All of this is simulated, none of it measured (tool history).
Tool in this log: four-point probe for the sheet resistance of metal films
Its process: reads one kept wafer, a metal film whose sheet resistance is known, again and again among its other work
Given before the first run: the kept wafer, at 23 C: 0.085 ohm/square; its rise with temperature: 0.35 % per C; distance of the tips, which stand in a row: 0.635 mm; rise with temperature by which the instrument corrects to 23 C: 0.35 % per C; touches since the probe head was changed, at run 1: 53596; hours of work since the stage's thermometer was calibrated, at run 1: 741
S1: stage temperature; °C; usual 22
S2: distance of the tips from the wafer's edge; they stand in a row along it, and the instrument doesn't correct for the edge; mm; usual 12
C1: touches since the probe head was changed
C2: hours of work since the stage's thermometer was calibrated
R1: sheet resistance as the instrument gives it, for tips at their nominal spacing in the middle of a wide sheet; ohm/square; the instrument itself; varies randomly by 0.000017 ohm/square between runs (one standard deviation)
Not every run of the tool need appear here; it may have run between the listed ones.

run,hour,S1,S2,C1,C2,R1
1,0,22,12,53596,741,0.08442
2,25.2,22,12,54464,754,0.084421
3,41,22,12,55007,763,0.084427
4,74.6,22,9,56161,780,0.084487
5,103.5,22,12,57154,795,0.084396
6,132.9,22,12,58165,811,0.084334
7,148.8,33,12,58714,819,0.084345
8,164.6,33,12,59257,827,0.08433
9,191.1,23,43,60168,841,0.084235
10,207.8,22,12,60742,850,0.084327
11,237.9,20,18,61776,865,0.084244
12,262.9,20,18,62635,878,0.084283
13,298.9,22,12,63876,897,0.084321
14,314.7,22,12,64417,905,0.084276
15,335.8,22,12,65144,916,0.084298
16,351.6,31,56,65686,925,0.084177

Results for each run, recomputed without the tool's hidden state and with each run's random variation untouched:
Hidden conditions of the tool in this case: inner tips' distance over the nominal, %; tips' flats over new ones', %; wafer's true temperature over the reading, C; drift of the gauge itself on sheet_ohm, %.
run,R1
1,0.085127
2,0.085137
3,0.085149
4,0.085223
5,0.085143
6,0.085092
7,0.085112
8,0.085102
9,0.085014
10,0.085114
11,0.085042
12,0.085092
13,0.085146
14,0.085108
15,0.08514
16,0.085026
